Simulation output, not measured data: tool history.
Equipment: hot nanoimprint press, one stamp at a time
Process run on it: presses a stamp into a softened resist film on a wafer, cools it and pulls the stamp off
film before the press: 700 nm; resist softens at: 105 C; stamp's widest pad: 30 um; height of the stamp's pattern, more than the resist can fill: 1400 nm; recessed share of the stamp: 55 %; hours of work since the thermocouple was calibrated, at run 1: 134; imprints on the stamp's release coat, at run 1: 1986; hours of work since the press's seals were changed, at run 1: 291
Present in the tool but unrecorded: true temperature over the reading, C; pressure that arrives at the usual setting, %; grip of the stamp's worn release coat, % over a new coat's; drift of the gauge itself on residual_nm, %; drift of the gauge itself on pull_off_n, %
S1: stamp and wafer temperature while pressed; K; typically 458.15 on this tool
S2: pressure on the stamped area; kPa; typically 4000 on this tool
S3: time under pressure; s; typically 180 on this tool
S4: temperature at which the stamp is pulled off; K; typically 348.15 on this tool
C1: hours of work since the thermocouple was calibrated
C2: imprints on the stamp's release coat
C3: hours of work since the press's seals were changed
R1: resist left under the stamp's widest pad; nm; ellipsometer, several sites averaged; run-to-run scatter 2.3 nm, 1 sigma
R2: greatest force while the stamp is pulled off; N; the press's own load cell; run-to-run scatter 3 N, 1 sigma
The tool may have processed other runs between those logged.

| run | hour | S1 | S2 | S3 | S4 | C1 | C2 | C3 | R1 | R2 |
|---|---|---|---|---|---|---|---|---|---|---|
| 1 | 0.0 | 458.15 | 4000 | 180 | 348.15 | 134 | 1986 | 291 | 375.2 | 201 |
| 2 | 12.4 | 458.15 | 4000 | 180 | 348.15 | 139 | 2007 | 296 | 378.2 | 196 |
| 3 | 22.6 | 458.15 | 3150 | 180 | 348.15 | 144 | 2025 | 301 | 409.7 | 195 |
| 4 | 33.2 | 458.15 | 4000 | 180 | 348.15 | 148 | 2043 | 306 | 379.5 | 202 |
| 5 | 46.1 | 458.15 | 4000 | 180 | 348.15 | 154 | 2065 | 311 | 375.2 | 202 |
| 6 | 55.2 | 458.15 | 4000 | 180 | 348.15 | 158 | 2081 | 315 | 373.9 | 200 |
| 7 | 72.7 | 458.15 | 4000 | 180 | 335.15 | 166 | 2111 | 323 | 375.0 | 277 |
| 8 | 90.0 | 458.15 | 4000 | 180 | 348.15 | 173 | 2140 | 331 | 375.8 | 200 |
| 9 | 103.2 | 458.15 | 6300 | 180 | 348.15 | 179 | 2163 | 337 | 317.9 | 205 |
| 10 | 112.8 | 459.15 | 6240 | 360 | 348.15 | 183 | 2180 | 341 | 228.0 | 205 |
|  | 117.7 | plate thermocouple calibrated |
| 11 | 128.1 | 465.15 | 6240 | 360 | 348.15 | 5 | 2201 | 346 | 169.3 | 198 |
| 12 | 139.5 | 465.15 | 6240 | 360 | 348.15 | 10 | 2220 | 351 | 170.5 | 207 |
| 13 | 149.6 | 465.15 | 6240 | 360 | 348.15 | 14 | 2237 | 356 | 168.1 | 202 |
|  | 155.4 | plate thermocouple calibrated, once more |
| 14 | 161.2 | 465.15 | 6240 | 360 | 348.15 | 3 | 2252 | 360 | 180.3 | 218 |
| 15 | 181.8 | 465.15 | 6240 | 360 | 348.15 | 12 | 2288 | 369 | 177.7 | 218 |
| 16 | 194.2 | 465.15 | 6240 | 360 | 348.15 | 17 | 2309 | 374 | 176.8 | 211 |
| 17 | 211.5 | 467.15 | 6240 | 360 | 336.15 | 25 | 2338 | 382 | 162.7 | 271 |
| 18 | 230.5 | 455.15 | 6240 | 154 | 351.15 | 33 | 2371 | 390 | 390.2 | 196 |

Forecast each of these 4 alternatives for the next run:
| A | 243.5 | 458.15 | 4000 | 229 | 348.15 | 39 | 2393 | 396 | ? | ? |
| B | 243.5 | 449.15 | 6240 | 154 | 341.15 | 39 | 2393 | 396 | ? | ? |
| C | 243.5 | 458.15 | 2950 | 235 | 348.15 | 39 | 2393 | 396 | ? | ? |
| D | 243.5 | 458.15 | 5120 | 180 | 335.15 | 39 | 2393 | 396 | ? | ? |

| run | R1 | R2 |
|---|---|---|
| A | 353.4 | 209 |
| B | 485.8 | 237 |
| C | 383.9 | 215 |
| D | 354.4 | 281 |
Without the tool's hidden state the same runs would have given:
| run | R1 | R2 |
|---|---|---|
| A | 350.5 | 136 |
| B | 480.6 | 155 |
| C | 382.3 | 141 |
| D | 350.1 | 184 |
